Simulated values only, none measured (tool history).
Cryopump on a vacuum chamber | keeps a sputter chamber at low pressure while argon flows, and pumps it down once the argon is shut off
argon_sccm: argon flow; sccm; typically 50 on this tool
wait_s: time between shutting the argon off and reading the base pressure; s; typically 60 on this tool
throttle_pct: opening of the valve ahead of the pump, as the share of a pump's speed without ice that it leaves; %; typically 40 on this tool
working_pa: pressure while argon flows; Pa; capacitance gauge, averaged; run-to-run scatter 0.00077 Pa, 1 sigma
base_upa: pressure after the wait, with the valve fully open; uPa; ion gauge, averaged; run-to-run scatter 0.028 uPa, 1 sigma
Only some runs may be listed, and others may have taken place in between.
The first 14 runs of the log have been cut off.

run   hour  argon_sccm  wait_s  throttle_pct  working_pa  base_upa
 15  257.7          50      89            40      0.1705      1.60
 16  276.9          50      60            56      0.1290      1.99
     283.3  -- pump warmed up, emptied and cooled again
 17  295.3          42      27            38      0.1293      3.06
 18  314.2          42      27            38      0.1310      3.09
 19  329.3          50     178            40      0.1471      1.04
 20  342.6          72     207            19      0.4433      1.00
 21  364.4          27      60            40      0.0799      1.78
 22  386.5          50      83            33      0.1807      1.51
 23  402.0          50      83            33      0.1801      1.49
 24  420.3          50      83            33      0.1807      1.54
 25  436.4          33      60            40      0.0996      1.83
 26  449.2          33      60            40      0.0982      1.81
 27  467.7          33     167            23      0.1701      1.14
 28  489.9          33      43            38      0.1043      2.33

Estimate the outcome of run 29 from the log above:
 29  511.3          41      43            38           ?         ?

{"run 29": {"working_pa": 0.1312, "base_upa": 2.32}}
If the tool had no hidden condition, the same run with the same run-to-run variation would have returned working_pa 0.1266 Pa, base_upa 1.78 uPa.
